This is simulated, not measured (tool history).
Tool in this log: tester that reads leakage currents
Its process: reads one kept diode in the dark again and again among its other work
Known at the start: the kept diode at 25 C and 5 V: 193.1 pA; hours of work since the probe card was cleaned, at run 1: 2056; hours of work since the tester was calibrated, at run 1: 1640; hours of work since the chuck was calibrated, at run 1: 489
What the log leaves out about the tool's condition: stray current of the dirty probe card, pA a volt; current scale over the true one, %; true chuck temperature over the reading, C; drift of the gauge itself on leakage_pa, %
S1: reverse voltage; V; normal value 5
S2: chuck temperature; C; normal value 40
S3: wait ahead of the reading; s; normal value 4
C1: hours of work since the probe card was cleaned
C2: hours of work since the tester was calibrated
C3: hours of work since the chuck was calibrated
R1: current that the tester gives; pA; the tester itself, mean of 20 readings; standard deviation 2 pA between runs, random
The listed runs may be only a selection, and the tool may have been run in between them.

run    hour     S1  S2    S3    C1    C2    C3       R1
  1       0      5  40     4  2056  1640   489   663.06
  2   130.8      5  40     4  2133  1716   565   656.96
  3   192.6      5  40     4  2169  1752   601   655.77
      305.1  -- probe card cleaned and baked
  4   325.1  11.97  40     4    12  1827   676  1024.23
  5   442.3  11.97  40     4    80  1896   744  1013.04
  6   510.2   3.22  40     4   119  1935   784   510.48
  7   598.9   3.22  40     4   171  1987   835   508.74
  8   659.9   3.22  40     4   206  2022   871   506.88
  9   721.4   3.22  40     4   242  2058   907   505.21
 10   819.3   3.22  40     4   299  2115   963    503.4
 11   908.4   3.22  40     4   351  2167  1015   501.73
 12  1014.8   3.22  40     4   413  2229  1077   501.36
 13  1118.5   3.22  40     4   473  2289  1138    498.8
 14  1202.8   3.22  40     4   522  2338  1187   496.46
 15  1257.2   3.22  40     4   554  2370  1218   493.81
 16  1323.2      5  40     4   592  2408  1257   620.91
 17  1434.1      5  40  0.37   657  2473  1321   623.86
 18  1505.4      5  40     4   698  2514  1363   618.13
 19    1630      5  40     4   771  2587  1435   613.49
 20  1747.5  11.67  42  0.44   839  2655  1504  1122.74
 21  1827.2  12.31  34  0.84   886  2701  1550   606.31
 22  1913.6   1.04  40  2.43   936  2752  1600   267.32
 23  2003.5   13.3  39     4   988  2804  1652   936.96
 24  2064.4   13.3  39     4  1024  2839  1688   937.87
 25  2118.7   13.3  39     4  1055  2871  1719    931.2
 26  2193.1   13.3  39     4  1098  2914  1763   935.77
       2206  -- chuck's temperature calibrated
 27  2301.9   1.48  28     4  1161  2976    56   111.04
 28  2371.4    1.1  45  6.04  1201  3017    96    380.9
 29  2466.7   9.85  40  0.49  1256  3072   152   820.65
 30  2548.1      5  52  3.53  1304  3120   199  1432.96
       2617  -- chuck's temperature calibrated, once more
 31    2617   2.12  20   6.3  1343  3158     0    81.38
 32    2688   2.12  20   6.3  1384  3200    41    80.36
 33  2769.1   9.94  44  0.37  1431  3247    88  1333.87
 34  2838.8   9.94  44  0.37  1472  3288   129  1325.33
 35    2934      5  40  1.04  1527  3343   184   670.47
 36  3014.3   1.15  40  1.04  1574  3390   231   309.81

Consider 4 possible next runs. They are alternatives, not a sequence: every one starts from the tool as it was left by run 36. What does each give?
  A  3108.4  1.71  40     4  1629  3444  286   ?
  B  3108.4     5  51  1.94  1629  3444  286   ?
  C  3108.4   6.7  40     4  1629  3444  286   ?
  D  3108.4     5  40   3.7  1629  3444  286   ?

run       R1
  A   380.31
  B  1544.13
  C   775.56
  D    666.8
The same runs, with their run-to-run variation unchanged, on a tool lacking any hidden condition would have given:
run       R1
  A   386.83
  B  1571.55
  C   785.62
  D    676.2

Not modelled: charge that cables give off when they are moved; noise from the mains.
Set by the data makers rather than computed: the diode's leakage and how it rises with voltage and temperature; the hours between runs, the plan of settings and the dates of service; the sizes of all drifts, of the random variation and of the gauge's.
